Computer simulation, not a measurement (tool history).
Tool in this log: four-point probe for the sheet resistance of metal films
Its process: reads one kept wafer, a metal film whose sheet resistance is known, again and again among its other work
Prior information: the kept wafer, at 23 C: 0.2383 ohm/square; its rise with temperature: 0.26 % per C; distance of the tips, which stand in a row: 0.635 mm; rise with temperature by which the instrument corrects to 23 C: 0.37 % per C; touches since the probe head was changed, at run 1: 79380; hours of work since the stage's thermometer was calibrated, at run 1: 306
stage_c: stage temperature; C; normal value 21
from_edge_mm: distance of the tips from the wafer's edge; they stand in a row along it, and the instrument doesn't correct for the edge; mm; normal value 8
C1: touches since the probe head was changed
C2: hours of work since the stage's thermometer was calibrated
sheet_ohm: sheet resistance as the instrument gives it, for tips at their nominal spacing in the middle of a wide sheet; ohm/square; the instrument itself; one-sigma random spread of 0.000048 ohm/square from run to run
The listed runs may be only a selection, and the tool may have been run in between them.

run 1 day=0 | stage_c=21 from_edge_mm=8 | C1=79380 C2=306 | sheet_ohm=0.239618
run 2 day=0.554 | stage_c=21 from_edge_mm=6 | C1=79961 C2=316 | sheet_ohm=0.24024
run 3 day=1.079 | stage_c=21 from_edge_mm=8 | C1=80513 C2=326 | sheet_ohm=0.239621
run 4 day=1.612 | stage_c=21 from_edge_mm=8 | C1=81072 C2=335 | sheet_ohm=0.239646
run 5 day=1.938 | stage_c=21 from_edge_mm=16 | C1=81414 C2=341 | sheet_ohm=0.239108
run 6 day=2.429 | stage_c=21 from_edge_mm=16 | C1=81930 C2=349 | sheet_ohm=0.239021
run 7 day=3.075 | stage_c=21 from_edge_mm=16 | C1=82607 C2=361 | sheet_ohm=0.239083
run 8 day=3.512 | stage_c=21 from_edge_mm=32 | C1=83070 C2=369 | sheet_ohm=0.238922
run 9 day=4.15 | stage_c=21 from_edge_mm=32 | C1=83738 C2=380 | sheet_ohm=0.238887
run 10 day=4.646 | stage_c=21 from_edge_mm=14 | C1=84259 C2=389 | sheet_ohm=0.239089
run 11 day=5.175 | stage_c=21 from_edge_mm=14 | C1=84815 C2=398 | sheet_ohm=0.23913
run 12 day=5.742 | stage_c=26 from_edge_mm=36 | C1=85409 C2=408 | sheet_ohm=0.237455
run 13 day=6.292 | stage_c=21 from_edge_mm=4 | C1=85983 C2=418 | sheet_ohm=0.242168

Here are 4 independent what-if runs from the current tool condition. What would each one return?
run A day=6.658 | stage_c=21 from_edge_mm=56 | C1=86370 C2=424 | sheet_ohm=?
run B day=6.658 | stage_c=20 from_edge_mm=6 | C1=86370 C2=424 | sheet_ohm=?
run C day=6.658 | stage_c=19 from_edge_mm=5 | C1=86370 C2=424 | sheet_ohm=?
run D day=6.658 | stage_c=21 from_edge_mm=9 | C1=86370 C2=424 | sheet_ohm=?

run=A sheet_ohm=0.238862
run=B sheet_ohm=0.240615
run=C sheet_ohm=0.241438
run=D sheet_ohm=0.239456
With the hidden condition removed and each run's random variation left untouched, the same runs would have given:
run=A sheet_ohm=0.23889
run=B sheet_ohm=0.240642
run=C sheet_ohm=0.241466
run=D sheet_ohm=0.239483
